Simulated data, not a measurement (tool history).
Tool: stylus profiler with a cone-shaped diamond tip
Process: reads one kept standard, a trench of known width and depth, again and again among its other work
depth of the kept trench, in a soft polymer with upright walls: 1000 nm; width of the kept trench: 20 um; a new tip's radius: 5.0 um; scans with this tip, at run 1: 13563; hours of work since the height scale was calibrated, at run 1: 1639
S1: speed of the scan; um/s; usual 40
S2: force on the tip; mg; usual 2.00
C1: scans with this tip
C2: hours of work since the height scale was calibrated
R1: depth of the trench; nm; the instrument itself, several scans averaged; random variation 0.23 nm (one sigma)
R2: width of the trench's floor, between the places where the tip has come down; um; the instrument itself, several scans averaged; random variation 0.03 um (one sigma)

run   hour   S1    S2     C1    C2       R1     R2
  1    0.0   40  2.00  13563  1639  1001.34  11.70
  2   30.7   40  2.00  13752  1662  1000.95  11.60
  3   67.2   40  2.00  13978  1690  1000.71  11.64
  4  114.8   40  2.00  14273  1725  1000.90  11.60
  5  166.0   40  2.00  14589  1763  1000.81  11.55
  6  206.2   40  2.00  14838  1794  1000.67  11.52
  7  241.3   40  2.00  15055  1820  1000.36  11.47
  8  301.4   40  2.00  15426  1865   999.71  11.47
  9  350.1   40  2.00  15727  1901   999.77  11.36
 10  389.9   40  2.00  15973  1931   999.58  11.36
 11  433.8   79  2.00  16244  1964   999.70  11.06
     443.9  -- height scale calibrated on a step standard
 12  487.2   79  2.00  16572    32   994.42  11.03
 13  546.2   79  2.00  16937    76   994.22  10.98
 14  585.5   79  2.00  17179   106   993.89  10.93
     599.2  -- height scale calibrated on a step standard, once more
 15  646.0   19  2.00  17551    35  1009.57  11.25
 16  694.9   40  1.21  17853    71  1006.53  11.02
 17  735.5   73  2.00  18104   102  1008.74  10.87
 18  767.2   40  3.40  18300   126  1012.29  11.10
 19  825.6   27  3.40  18661   169  1012.11  11.12
 20  872.8  120  2.00  18953   204  1008.74  10.45
 21  919.8   40  1.48  19243   240  1006.17  10.88
 22  949.8   40  1.48  19428   262  1006.21  10.88

The next listed run, before its measurement:
 23  989.4  70  2.00  19673  292   ?   ?

R1: 1008.00 nm
R2: 10.76 um
Without the tool's hidden state the same run would have given R1 1009.25 nm, R2 13.64 um.

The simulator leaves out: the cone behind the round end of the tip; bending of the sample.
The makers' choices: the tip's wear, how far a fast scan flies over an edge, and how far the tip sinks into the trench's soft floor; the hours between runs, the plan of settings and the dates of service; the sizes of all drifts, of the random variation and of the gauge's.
